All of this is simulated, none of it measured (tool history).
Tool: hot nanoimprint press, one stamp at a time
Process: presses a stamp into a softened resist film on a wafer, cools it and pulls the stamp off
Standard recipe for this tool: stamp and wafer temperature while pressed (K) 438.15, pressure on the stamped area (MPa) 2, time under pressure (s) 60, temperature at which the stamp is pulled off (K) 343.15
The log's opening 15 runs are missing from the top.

run,hour,stamp and wafer temperature while pressed (K),pressure on the stamped area (MPa),time under pressure (s),temperature at which the stamp is pulled off (K),hours of work since the thermocouple was calibrated,imprints on the stamp's release coat,hours of work since the press's seals were changed,resist left under the stamp's widest pad (angstrom),greatest force while the stamp is pulled off (N)
16,317.2,437.15,2,32,343.15,232,785,35,3161,139
17,340.1,437.15,2,32,343.15,249,891,52,3185,148
18,356.8,438.15,2.52,66,345.15,262,969,64,2194,140
19,385.5,438.15,2,60,332.15,283,1102,85,2540,153
20,411.5,438.15,2,60,333.15,302,1222,104,2523,161
21,429.5,438.15,2,60,333.15,316,1306,118,2549,166
22,450.8,438.15,1.5,51,337.15,331,1405,133,2991,168
23,470.6,449.15,2.13,52,330.15,346,1496,148,1682,173
# hour 491: stamp cleaned and given a new release coat
24,496.2,449.15,2.13,92,331.15,360,25,163,1329,124
25,516.2,449.15,2.13,44,346.15,375,117,177,1784,116
# hour 538.4: plate thermocouple calibrated
26,539.5,428.15,2,101,341.15,1,211,192,3313,124
27,554.7,436.15,1.23,57,342.15,12,282,204,3429,122
28,583.5,438.15,1.46,79,333.15,33,416,225,2729,135
29,603.2,438.15,2,31,339.15,48,507,240,3190,129
30,621,438.15,2,31,339.15,61,590,253,3180,134

Each row is a separate what-if for the run after 30, all from the same tool condition, not one after another. Results?
A,638.1,438.15,1.22,87,339.15,74,669,265,?,?
B,638.1,438.15,1.82,31,339.15,74,669,265,?,?
C,638.1,438.15,2.81,31,339.15,74,669,265,?,?

run,resist left under the stamp's widest pad (angstrom),greatest force while the stamp is pulled off (N)
A,2857,136
B,3329,137
C,2805,142
With the hidden condition removed and each run's random variation left untouched, the same runs would have given:
run,resist left under the stamp's widest pad (angstrom),greatest force while the stamp is pulled off (N)
A,2858,118
B,3323,118
C,2789,122

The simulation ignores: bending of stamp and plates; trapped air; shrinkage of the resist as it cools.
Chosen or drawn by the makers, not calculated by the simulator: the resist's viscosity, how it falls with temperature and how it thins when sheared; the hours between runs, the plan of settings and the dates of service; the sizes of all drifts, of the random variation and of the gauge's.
